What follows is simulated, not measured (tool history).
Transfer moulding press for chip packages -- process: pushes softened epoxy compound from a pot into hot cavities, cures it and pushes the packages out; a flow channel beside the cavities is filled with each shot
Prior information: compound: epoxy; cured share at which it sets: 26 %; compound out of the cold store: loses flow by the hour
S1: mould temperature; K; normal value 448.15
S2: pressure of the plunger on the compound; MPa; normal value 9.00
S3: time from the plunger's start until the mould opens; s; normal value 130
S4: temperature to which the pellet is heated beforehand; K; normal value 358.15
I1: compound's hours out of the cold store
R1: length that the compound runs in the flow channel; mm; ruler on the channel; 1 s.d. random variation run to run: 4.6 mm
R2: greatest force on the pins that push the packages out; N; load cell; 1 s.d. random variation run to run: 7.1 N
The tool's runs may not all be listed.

run,hour,S1,S2,S3,S4,I1,R1,R2
1,0.0,448.15,9.00,130,358.15,39.0,720,344
2,52.9,448.15,9.00,130,358.15,29.6,733,441
# hour 57.5: cavities cleaned with cleaning compound and waxed
3,97.5,448.15,9.00,130,358.15,38.5,707,411
# hour 106.3: plunger's sealing rings changed
# hour 131.7: cavities cleaned with cleaning compound and waxed
4,140.2,448.15,9.00,130,358.15,28.4,801,321
5,175.4,448.15,9.00,130,358.15,12.5,846,415
# hour 204.7: cavities cleaned with cleaning compound and waxed
6,225.0,448.15,9.00,130,358.15,33.2,776,358
7,262.8,448.15,9.00,130,358.15,17.4,829,427
# hour 276.8: cavities cleaned with cleaning compound and waxed
8,306.7,443.15,9.00,130,358.15,31.6,783,500
# hour 328.9: mould's thermocouples calibrated
# hour 349.6: cavities cleaned with cleaning compound and waxed
9,357.0,443.15,9.00,130,358.15,28.0,782,406
10,386.6,443.15,9.00,130,358.15,39.6,727,487
# hour 419.7: cavities cleaned with cleaning compound and waxed
11,425.1,448.15,7.22,130,358.15,37.0,643,308
12,454.6,454.15,9.00,130,358.15,32.7,712,373
13,482.2,454.15,9.00,130,358.15,16.3,763,366
# hour 493.3: cavities cleaned with cleaning compound and waxed
# hour 510.1: plunger's sealing rings changed
14,524.0,454.15,9.00,130,358.15,18.5,813,343
# hour 566.6: cavities cleaned with cleaning compound and waxed
15,576.1,454.15,9.00,130,358.15,46.4,725,312
16,610.6,448.15,9.00,131,358.15,15.1,836,404
# hour 638.1: cavities cleaned with cleaning compound and waxed
17,667.8,451.15,8.12,126,358.15,20.5,759,372
# hour 710.7: cavities cleaned with cleaning compound and waxed
18,716.2,451.15,8.12,126,358.15,31.0,710,307
19,750.0,455.15,10.05,126,358.15,43.2,738,366
20,775.3,444.15,6.83,135,358.15,39.9,644,494
# hour 782.6: cavities cleaned with cleaning compound and waxed
21,812.1,444.15,6.83,135,357.15,16.4,696,433
# hour 854.3: cavities cleaned with cleaning compound and waxed
22,870.0,449.15,9.39,158,367.15,30.6,740,311
23,897.8,452.15,10.87,168,362.15,11.9,846,339
# hour 909.9: plunger's sealing rings changed
24,923.3,448.15,9.00,157,359.15,14.0,858,397
# hour 929.9: cavities cleaned with cleaning compound and waxed
25,957.6,448.15,7.68,155,358.15,11.2,789,343
# hour 1001.4: cavities cleaned with cleaning compound and waxed
26,1007.7,456.15,6.92,133,356.15,40.9,641,289
27,1037.3,448.15,7.60,130,355.15,24.2,732,395

For some of the steps in R1 from one run to the next: how much would appear even if the tool had no hidden state, given the settings, what came in and random variation, and how much remains for the hidden state plus any gauge scatter that the measured result and the result without hidden state don't share?
What the log doesn't record here: true mould temperature over the reading, C; pressure that reaches the compound, % of what is set; grip of the stained cavities, % over clean ones'; drift of the gauge itself on flow_mm, %; drift of the gauge itself on push_out_n, %.
Run 3 -> 4: plunger's sealing rings changed, cavities cleaned with cleaning compound and waxed. R1 +94 mm: hidden state +68, all else +26.
Run 15 -> 16: S1 454.15 -> 448.15, S3 130 -> 131. R1 +111 mm: hidden state -8, all else +119.
Run 23 -> 24: S1 452.15 -> 448.15, S2 10.87 -> 9.00, S3 168 -> 157, S4 362.15 -> 359.15, plunger's sealing rings changed. R1 +12 mm: hidden state +84, all else -72.
Run 25 -> 26: S1 448.15 -> 456.15, S2 7.68 -> 6.92, S3 155 -> 133, S4 358.15 -> 356.15, cavities cleaned with cleaning compound and waxed. R1 -148 mm: hidden state -5, all else -143.

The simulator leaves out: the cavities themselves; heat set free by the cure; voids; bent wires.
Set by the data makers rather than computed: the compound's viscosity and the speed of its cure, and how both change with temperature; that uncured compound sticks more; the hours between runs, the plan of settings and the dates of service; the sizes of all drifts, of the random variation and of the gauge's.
